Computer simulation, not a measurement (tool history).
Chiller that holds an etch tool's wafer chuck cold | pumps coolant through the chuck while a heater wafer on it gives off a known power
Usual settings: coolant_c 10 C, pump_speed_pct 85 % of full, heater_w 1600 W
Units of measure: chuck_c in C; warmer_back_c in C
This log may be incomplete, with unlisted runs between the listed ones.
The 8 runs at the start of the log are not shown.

Run 9, hour 199.6: usual settings but pump_speed_pct 64 % of full. Result: chuck_c 25.2 C, warmer_back_c 8.89 C.
Run 10, hour 223.9: usual settings but pump_speed_pct 64 % of full. Result: chuck_c 25.2 C, warmer_back_c 8.93 C.
Run 11, hour 253.7: usual settings but pump_speed_pct 64 % of full. Result: chuck_c 25.3 C, warmer_back_c 8.84 C.
Run 12, hour 271.8: usual settings but heater_w 2170 W. Result: chuck_c 26.1 C, warmer_back_c 9.08 C.
Run 13, hour 303.5: usual settings but heater_w 1392 W. Result: chuck_c 20.6 C, warmer_back_c 5.66 C.
Run 14, hour 328.6: usual settings but heater_w 1392 W. Result: chuck_c 20.4 C, warmer_back_c 5.65 C.
Run 15, hour 348: usual settings but heater_w 1392 W. Result: chuck_c 20.3 C, warmer_back_c 5.65 C.
At hour 370.3: gauge calibrated.
Run 16, hour 370.3: usual settings but heater_w 1392 W. Result: chuck_c 20.4 C, warmer_back_c 5.86 C.
Run 17, hour 386: usual settings but heater_w 1392 W. Result: chuck_c 20.5 C, warmer_back_c 5.85 C.
Run 18, hour 417.3: usual settings but heater_w 2025 W. Result: chuck_c 25 C, warmer_back_c 8.54 C.
Run 19, hour 446.2: usual settings but pump_speed_pct 81 % of full, heater_w 860 W. Result: chuck_c 16.8 C, warmer_back_c 3.78 C.
Run 20, hour 475.9: usual settings but coolant_c 17 C, pump_speed_pct 89 % of full, heater_w 1344 W. Result: chuck_c 26.7 C, warmer_back_c 5.38 C.
Run 21, hour 500: usual settings but coolant_c 15 C, heater_w 1916 W. Result: chuck_c 29.5 C, warmer_back_c 8.05 C.
Run 22, hour 518.8: usual settings but coolant_c 15 C, heater_w 1916 W. Result: chuck_c 29.3 C, warmer_back_c 8 C.
Run 23, hour 540.9: usual settings but coolant_c 16 C, heater_w 1311 W. Result: chuck_c 25.9 C, warmer_back_c 5.36 C.
Run 24, hour 571.4: usual settings but coolant_c 16 C, pump_speed_pct 90 % of full, heater_w 1362 W. Result: chuck_c 25.6 C, warmer_back_c 5.29 C.
Run 25, hour 602.8: usual settings but coolant_c 2 C, pump_speed_pct 96 % of full, heater_w 1666 W. Result: chuck_c 13.3 C, warmer_back_c 6.09 C.
Run 26, hour 619.3: usual settings but coolant_c 2 C, pump_speed_pct 96 % of full, heater_w 1666 W. Result: chuck_c 13.2 C, warmer_back_c 6.04 C.
Run 27, hour 645.5: usual settings but coolant_c 15 C, pump_speed_pct 62 % of full, heater_w 2364 W. Result: chuck_c 38.1 C, warmer_back_c 13.6 C.
Run 28, hour 677.5: usual settings but coolant_c 13 C, pump_speed_pct 91 % of full. Result: chuck_c 24.3 C, warmer_back_c 6.14 C.
Run 29, hour 709.9: usual settings but coolant_c 18 C, pump_speed_pct 83 % of full, heater_w 1100 W. Result: chuck_c 26.4 C, warmer_back_c 4.54 C.
Run 30, hour 733.2: usual settings but coolant_c 18 C, pump_speed_pct 99 % of full, heater_w 1306 W. Result: chuck_c 26.7 C, warmer_back_c 4.51 C.
At hour 747.8: coolant changed, channels flushed.
Run 31, hour 760: usual settings but coolant_c 15 C, pump_speed_pct 76 % of full, heater_w 1062 W. Result: chuck_c 23.5 C, warmer_back_c 4.82 C.

Here are 3 independent what-if runs from the current tool condition. What would each one return?
Run A, hour 790.9: usual settings but coolant_c 15 C, pump_speed_pct 90 % of full, heater_w 1062 W. Result: chuck_c ?, warmer_back_c ?.
Run B, hour 790.9: usual settings but coolant_c 15 C, pump_speed_pct 76 % of full, heater_w 2321 W. Result: chuck_c ?, warmer_back_c ?.
Run C, hour 790.9: usual settings but pump_speed_pct 82 % of full, heater_w 1312 W. Result: chuck_c ?, warmer_back_c ?.

run  chuck_c  warmer_back_c
  A     22.7           3.96
  B     34.1          10.76
  C     20.1            5.5
Had the tool no hidden state, the same runs would have come out as:
run  chuck_c  warmer_back_c
  A     22.7           4.24
  B       34          11.04
  C     20.1           5.78
